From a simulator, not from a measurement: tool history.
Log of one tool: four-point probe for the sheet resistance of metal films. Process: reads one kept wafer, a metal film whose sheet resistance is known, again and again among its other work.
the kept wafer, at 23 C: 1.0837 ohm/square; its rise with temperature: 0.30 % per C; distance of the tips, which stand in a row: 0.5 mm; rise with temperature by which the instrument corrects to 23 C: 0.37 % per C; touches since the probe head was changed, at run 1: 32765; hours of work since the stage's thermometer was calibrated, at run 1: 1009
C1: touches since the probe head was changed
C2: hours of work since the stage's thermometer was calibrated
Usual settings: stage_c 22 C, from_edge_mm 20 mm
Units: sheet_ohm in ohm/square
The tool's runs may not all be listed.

Run 1, hour 0: usual settings; C1 32765; C2 1009. Result: sheet_ohm 1.084672 ohm/square.
Run 2, hour 47.5: usual settings but from_edge_mm 48 mm; C1 34977; C2 1034. Result: sheet_ohm 1.084602 ohm/square.
Run 3, hour 74.8: usual settings but from_edge_mm 48 mm; C1 36244; C2 1049. Result: sheet_ohm 1.084793 ohm/square.
Run 4, hour 128.4: usual settings but from_edge_mm 48 mm; C1 38739; C2 1078. Result: sheet_ohm 1.084629 ohm/square.
Run 5, hour 190.2: usual settings but stage_c 26 C; C1 41613; C2 1111. Result: sheet_ohm 1.081602 ohm/square.
Run 6, hour 220.1: usual settings but stage_c 26 C; C1 43005; C2 1128. Result: sheet_ohm 1.081849 ohm/square.
Run 7, hour 257.2: usual settings but stage_c 26 C; C1 44731; C2 1148. Result: sheet_ohm 1.081668 ohm/square.
Run 8, hour 302.5: usual settings but stage_c 26 C; C1 46838; C2 1172. Result: sheet_ohm 1.082008 ohm/square.
Run 9, hour 338.7: usual settings but stage_c 31 C; C1 48524; C2 1191. Result: sheet_ohm 1.077312 ohm/square.
Run 10, hour 373.4: usual settings but from_edge_mm 3 mm; C1 50136; C2 1210. Result: sheet_ohm 1.100008 ohm/square.
Run 11, hour 402: usual settings but from_edge_mm 3 mm; C1 51469; C2 1226. Result: sheet_ohm 1.100432 ohm/square.
Run 12, hour 457.1: usual settings; C1 54034; C2 1255. Result: sheet_ohm 1.084812 ohm/square.
Run 13, hour 503.9: usual settings; C1 56207; C2 1281. Result: sheet_ohm 1.084912 ohm/square.
Run 14, hour 557.9: usual settings; C1 58724; C2 1310. Result: sheet_ohm 1.084865 ohm/square.
Run 15, hour 620.7: usual settings; C1 61643; C2 1344. Result: sheet_ohm 1.084783 ohm/square.
Run 16, hour 659.6: usual settings; C1 63454; C2 1365. Result: sheet_ohm 1.085305 ohm/square.
Run 17, hour 716.5: usual settings but stage_c 34 C; C1 66101; C2 1395. Result: sheet_ohm 1.076248 ohm/square.
Run 18, hour 770.3: usual settings; C1 68604; C2 1424. Result: sheet_ohm 1.084747 ohm/square.
Run 19, hour 805.4: usual settings but stage_c 33 C; C1 70238; C2 1443. Result: sheet_ohm 1.076456 ohm/square.
Run 20, hour 856.9: usual settings but stage_c 28 C; C1 72633; C2 1471. Result: sheet_ohm 1.079995 ohm/square.
Run 21, hour 913.5: usual settings but stage_c 31 C; C1 75267; C2 1501. Result: sheet_ohm 1.078156 ohm/square.
Run 22, hour 944.1: usual settings but stage_c 19 C; C1 76690; C2 1518. Result: sheet_ohm 1.087223 ohm/square.
Run 23, hour 992.7: usual settings but from_edge_mm 27 mm; C1 78950; C2 1544. Result: sheet_ohm 1.084705 ohm/square.
Run 24, hour 1030: usual settings but stage_c 28 C, from_edge_mm 12 mm; C1 80689; C2 1564. Result: sheet_ohm 1.080989 ohm/square.
Run 25, hour 1077.6: usual settings but from_edge_mm 13 mm; C1 82900; C2 1590. Result: sheet_ohm 1.08496 ohm/square.
Run 26, hour 1126.2: usual settings but stage_c 20 C, from_edge_mm 48 mm; C1 85163; C2 1616. Result: sheet_ohm 1.086083 ohm/square.
Run 27, hour 1188.7: usual settings but stage_c 20 C, from_edge_mm 48 mm; C1 88072; C2 1650. Result: sheet_ohm 1.085815 ohm/square.
At hour 1216.2: stage's thermometer calibrated.
Run 28, hour 1216.6: usual settings but stage_c 20 C, from_edge_mm 11 mm; C1 89344; C2 0. Result: sheet_ohm 1.087311 ohm/square.

Run 29 comes next. What will it give?
Run 29, hour 1280.3: usual settings but stage_c 27 C, from_edge_mm 3 mm; C1 92309; C2 35. Result: sheet_ohm ?.

{"run 29": {"sheet_ohm": 1.096271}}
Without the tool's hidden state the same run would have given sheet_ohm 1.096353 ohm/square.
